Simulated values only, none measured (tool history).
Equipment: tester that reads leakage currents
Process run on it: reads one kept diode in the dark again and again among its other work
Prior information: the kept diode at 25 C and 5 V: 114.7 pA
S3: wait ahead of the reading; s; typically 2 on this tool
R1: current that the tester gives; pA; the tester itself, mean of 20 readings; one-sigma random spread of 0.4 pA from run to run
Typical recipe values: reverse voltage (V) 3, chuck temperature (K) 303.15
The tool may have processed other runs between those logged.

run 1 hour=0 | reverse_voltage_(V)=3 chuck_temperature_(K)=303.15 S3=2 | R1=143.84
run 2 hour=94.8 | reverse_voltage_(V)=3 chuck_temperature_(K)=303.15 S3=2 | R1=145.35
run 3 hour=207.9 | reverse_voltage_(V)=3 chuck_temperature_(K)=303.15 S3=2 | R1=145.56
run 4 hour=286.3 | reverse_voltage_(V)=3 chuck_temperature_(K)=303.15 S3=2 | R1=146.06
run 5 hour=343.2 | reverse_voltage_(V)=3 chuck_temperature_(K)=303.15 S3=2 | R1=146.15
run 6 hour=436.3 | reverse_voltage_(V)=3 chuck_temperature_(K)=303.15 S3=2 | R1=146.51
-- hour=444.4 chuck's temperature calibrated
run 7 hour=529.6 | reverse_voltage_(V)=3 chuck_temperature_(K)=297.15 S3=2 | R1=99.99
run 8 hour=607.5 | reverse_voltage_(V)=10.45 chuck_temperature_(K)=303.15 S3=2 | R1=276.07
run 9 hour=710.3 | reverse_voltage_(V)=1.03 chuck_temperature_(K)=303.15 S3=2 | R1=94.75
-- hour=762.1 chuck's temperature calibrated, once more
run 10 hour=841.3 | reverse_voltage_(V)=1.03 chuck_temperature_(K)=303.15 S3=2 | R1=80.82
run 11 hour=901.9 | reverse_voltage_(V)=1.34 chuck_temperature_(K)=320.15 S3=0.52 | R1=288.85
run 12 hour=1001.7 | reverse_voltage_(V)=1.34 chuck_temperature_(K)=308.15 S3=0.57 | R1=129.89
run 13 hour=1125 | reverse_voltage_(V)=2.19 chuck_temperature_(K)=322.15 S3=2 | R1=413.55
run 14 hour=1187.6 | reverse_voltage_(V)=1.07 chuck_temperature_(K)=303.15 S3=1.38 | R1=83.11
run 15 hour=1290.7 | reverse_voltage_(V)=3 chuck_temperature_(K)=319.15 S3=0.62 | R1=397.21
run 16 hour=1363.3 | reverse_voltage_(V)=3 chuck_temperature_(K)=317.15 S3=0.87 | R1=350.14
-- hour=1422.1 probe card cleaned and baked
run 17 hour=1479.7 | reverse_voltage_(V)=10.68 chuck_temperature_(K)=311.15 S3=0.57 | R1=413.58
run 18 hour=1575.6 | reverse_voltage_(V)=1.03 chuck_temperature_(K)=311.15 S3=0.57 | R1=144.02

Forecast each of these 3 alternatives for the next run:
run A hour=1636 | reverse_voltage_(V)=3 chuck_temperature_(K)=306.15 S3=8.55 | R1=?
run B hour=1636 | reverse_voltage_(V)=3 chuck_temperature_(K)=312.15 S3=0.68 | R1=?
run C hour=1636 | reverse_voltage_(V)=3 chuck_temperature_(K)=319.15 S3=0.31 | R1=?

run=A R1=165.47
run=B R1=249.97
run=C R1=400.67
What these runs would have given with no unlogged condition in the tool:
run=A R1=163.73
run=B R1=247.65
run=C R1=397.42
